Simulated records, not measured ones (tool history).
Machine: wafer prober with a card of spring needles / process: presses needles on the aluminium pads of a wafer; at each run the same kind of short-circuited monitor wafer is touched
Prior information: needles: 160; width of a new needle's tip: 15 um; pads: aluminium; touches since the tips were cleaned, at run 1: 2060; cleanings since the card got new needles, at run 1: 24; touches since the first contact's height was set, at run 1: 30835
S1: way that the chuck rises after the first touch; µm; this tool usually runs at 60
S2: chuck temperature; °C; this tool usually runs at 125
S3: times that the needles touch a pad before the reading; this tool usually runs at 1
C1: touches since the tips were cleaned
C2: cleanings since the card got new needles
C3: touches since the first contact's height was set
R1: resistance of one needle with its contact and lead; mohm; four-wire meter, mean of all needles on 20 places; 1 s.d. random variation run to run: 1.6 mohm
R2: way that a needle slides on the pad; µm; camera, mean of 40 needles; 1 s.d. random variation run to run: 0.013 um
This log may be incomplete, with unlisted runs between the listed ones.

run 1 day=0.000 | S1=60 S2=125 S3=1 | C1=2060 C2=24 C3=30835 | R1=150 R2=7.76
-- day=0.392 tips cleaned on abrasive film
run 2 day=0.704 | S1=60 S2=125 S3=2 | C1=2813 C2=25 C3=37136 | R1=148 R2=7.77
-- day=1.079 tips cleaned on abrasive film
run 3 day=1.183 | S1=60 S2=125 S3=2 | C1=959 C2=26 C3=41416 | R1=148 R2=7.75
-- day=1.733 tips cleaned on abrasive film
run 4 day=2.100 | S1=60 S2=125 S3=2 | C1=3304 C2=27 C3=49632 | R1=150 R2=7.75
-- day=2.362 tips cleaned on abrasive film
run 5 day=2.733 | S1=60 S2=125 S3=1 | C1=3354 C2=28 C3=55287 | R1=150 R2=7.77
-- day=2.979 tips cleaned on abrasive film
run 6 day=3.462 | S1=60 S2=29 S3=1 | C1=4353 C2=29 C3=61813 | R1=135 R2=7.77
-- day=3.625 tips cleaned on abrasive film
run 7 day=3.996 | S1=60 S2=125 S3=1 | C1=3313 C2=30 C3=66561 | R1=149 R2=7.76
-- day=4.254 tips cleaned on abrasive film
run 8 day=4.717 | S1=60 S2=125 S3=1 | C1=4171 C2=31 C3=73034 | R1=150 R2=7.76
-- day=4.879 tips cleaned on abrasive film
-- day=5.517 tips cleaned on abrasive film
run 9 day=5.588 | S1=60 S2=125 S3=1 | C1=608 C2=33 C3=80772 | R1=150 R2=7.76
-- day=6.179 tips cleaned on abrasive film
run 10 day=6.312 | S1=53 S2=75 S3=2 | C1=1192 C2=34 C3=87279 | R1=142 R2=6.85
run 11 day=6.754 | S1=53 S2=75 S3=2 | C1=5178 C2=34 C3=91265 | R1=141 R2=6.87
-- day=6.825 tips cleaned on abrasive film
-- day=7.454 tips cleaned on abrasive film
run 12 day=7.592 | S1=63 S2=75 S3=1 | C1=1239 C2=36 C3=98725 | R1=140 R2=8.19
-- day=8.100 tips cleaned on abrasive film
run 13 day=8.292 | S1=57 S2=63 S3=1 | C1=1691 C2=37 C3=104955 | R1=140 R2=7.38
run 14 day=8.700 | S1=57 S2=63 S3=1 | C1=5380 C2=37 C3=108644 | R1=140 R2=7.39
-- day=8.742 tips cleaned on abrasive film
-- day=9.262 height of the first contact set anew
-- day=9.392 tips cleaned on abrasive film
run 15 day=9.392 | S1=60 S2=63 S3=1 | C1=0 C2=39 C3=1121 | R1=139 R2=7.74
-- day=10.062 tips cleaned on abrasive film
run 16 day=10.154 | S1=55 S2=37 S3=3 | C1=794 C2=40 C3=7925 | R1=132 R2=7.10

Below are 5 alternative next runs, each starting from the tool's condition after run 16. Predict each:
-- day=10.717 tips cleaned on abrasive film
run A day=10.979 | S1=55 S2=66 S3=3 | C1=2359 C2=41 C3=15314 | R1=? R2=?
-- day=10.717 tips cleaned on abrasive film
run B day=10.979 | S1=75 S2=37 S3=3 | C1=2359 C2=41 C3=15314 | R1=? R2=?
-- day=10.717 tips cleaned on abrasive film
run C day=10.979 | S1=55 S2=62 S3=3 | C1=2359 C2=41 C3=15314 | R1=? R2=?
-- day=10.717 tips cleaned on abrasive film
run D day=10.979 | S1=79 S2=27 S3=2 | C1=2359 C2=41 C3=15314 | R1=? R2=?
-- day=10.717 tips cleaned on abrasive film
run E day=10.979 | S1=68 S2=125 S3=1 | C1=2359 C2=41 C3=15314 | R1=? R2=?

run=A R1=141 R2=7.11
run=B R1=132 R2=9.68
run=C R1=142 R2=7.12
run=D R1=126 R2=10.21
run=E R1=145 R2=8.78
The same runs, with their run-to-run variation unchanged, on a tool lacking any hidden condition would have given:
run=A R1=140 R2=7.11
run=B R1=132 R2=9.68
run=C R1=142 R2=7.12
run=D R1=126 R2=10.21
run=E R1=144 R2=8.78

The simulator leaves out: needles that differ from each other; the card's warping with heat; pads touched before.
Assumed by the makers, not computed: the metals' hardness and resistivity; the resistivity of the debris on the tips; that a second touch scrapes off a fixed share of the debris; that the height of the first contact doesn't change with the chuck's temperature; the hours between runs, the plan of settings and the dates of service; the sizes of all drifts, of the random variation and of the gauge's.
